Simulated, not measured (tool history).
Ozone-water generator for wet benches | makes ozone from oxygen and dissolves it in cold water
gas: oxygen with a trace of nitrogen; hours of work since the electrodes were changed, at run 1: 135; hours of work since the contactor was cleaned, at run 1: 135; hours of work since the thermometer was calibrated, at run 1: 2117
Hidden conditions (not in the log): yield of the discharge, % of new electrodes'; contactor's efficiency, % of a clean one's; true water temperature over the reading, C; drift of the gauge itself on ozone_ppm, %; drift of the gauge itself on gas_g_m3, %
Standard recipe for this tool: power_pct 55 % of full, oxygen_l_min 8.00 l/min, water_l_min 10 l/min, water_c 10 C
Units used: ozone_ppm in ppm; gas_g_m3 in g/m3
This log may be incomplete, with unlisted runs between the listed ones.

run,hour,power_pct,oxygen_l_min,water_l_min,water_c,hours of work since the electrodes were changed,hours of work since the contactor was cleaned,hours of work since the thermometer was calibrated,ozone_ppm,gas_g_m3
1,0.0,55,8.00,10,10,135,135,2117,29.8,162.7
2,137.0,55,8.00,10,10,239,239,2221,30.3,163.3
3,227.5,55,8.00,10,10,308,308,2290,30.3,161.1
4,418.3,55,8.00,10,10,453,453,2435,30.3,161.5
5,604.3,55,8.00,10,10,594,594,2576,30.1,162.6
6,774.2,55,8.00,10,10,723,723,2705,29.8,160.8
7,927.3,55,8.00,10,10,839,839,2821,30.3,160.4
8,1055.1,55,9.39,10,10,936,936,2918,29.3,147.3
9,1179.0,55,8.00,13,17,1030,1030,3013,21.3,160.9

Run 10, settings as shown, results not yet in. Your forecast:
10,1327.6,55,8.00,10,9,1143,1143,3125,?,?

Run 10 gave ozone_ppm 30.8 ppm, gas_g_m3 160.8 g/m3.
If the tool had no hidden condition, the same run with the same run-to-run variation would have returned ozone_ppm 30.9 ppm, gas_g_m3 163.0 g/m3.
